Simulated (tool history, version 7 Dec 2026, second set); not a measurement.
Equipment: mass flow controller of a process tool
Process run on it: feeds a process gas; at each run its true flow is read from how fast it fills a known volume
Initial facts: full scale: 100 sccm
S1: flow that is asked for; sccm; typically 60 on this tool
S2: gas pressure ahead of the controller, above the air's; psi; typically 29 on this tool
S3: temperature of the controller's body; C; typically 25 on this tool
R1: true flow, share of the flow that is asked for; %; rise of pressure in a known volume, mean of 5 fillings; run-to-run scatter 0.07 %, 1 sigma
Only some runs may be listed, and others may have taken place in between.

run      day  S1    S2  S3     R1
  1        0  60    29  25  98.36
  2    2.879  60    29  21  98.73
  3    9.154  22    29  25  97.06
  4    14.35  22    29  25  97.06
  5   17.079  22    29  25  96.94
  6   23.312  22    29  25  96.73
  7    28.55  22    29  25  96.79
  8   34.438  22    29  25  96.84
  9     39.7  60    29  25  98.05
 10   44.842  28    29  25  96.96
 11   49.442  28    29  25  96.97
 12    55.55  28    29  25     97
 13   58.717  28  38.3  38  95.29
 14   61.538  28  38.3  38  95.12
 15   66.438  28  38.3  38  95.16
 16     71.2  28  38.3  38  95.04
 17   75.325  28  38.3  38  95.12
 18   80.012  58  33.4  21  98.13
 19   83.829  18  28.3  34  94.91
 20   88.921  18  28.3  34  94.91
 21     91.7  42  28.3  39   95.7
 22   97.554  43  33.1  25     97
 23  103.108  43  33.1  25  96.93

Below, some changes in R1 between adjacent runs. For each, the amount present without the hidden state too (settings, incoming material, random variation) and the amount remaining for the hidden state with gauge scatter not shared by both compared results:
Hidden conditions of the tool in this case: flow at rest that the sensor doesn't see, % of full scale; true flow over the shown one, %; drift of the gauge itself on true_pct, %.
Run 17 -> 18: S1 28 -> 58, S2 38.3 -> 33.4, S3 38 -> 21. R1 +3.01 %: hidden state +0.44, all else +2.57.
Run 18 -> 19: S1 58 -> 18, S2 33.4 -> 28.3, S3 21 -> 34. R1 -3.22 %: hidden state -1.05, all else -2.17.
Run 20 -> 21: S1 18 -> 42, S3 34 -> 39. R1 +0.79 %: hidden state +0.85, all else -0.06.
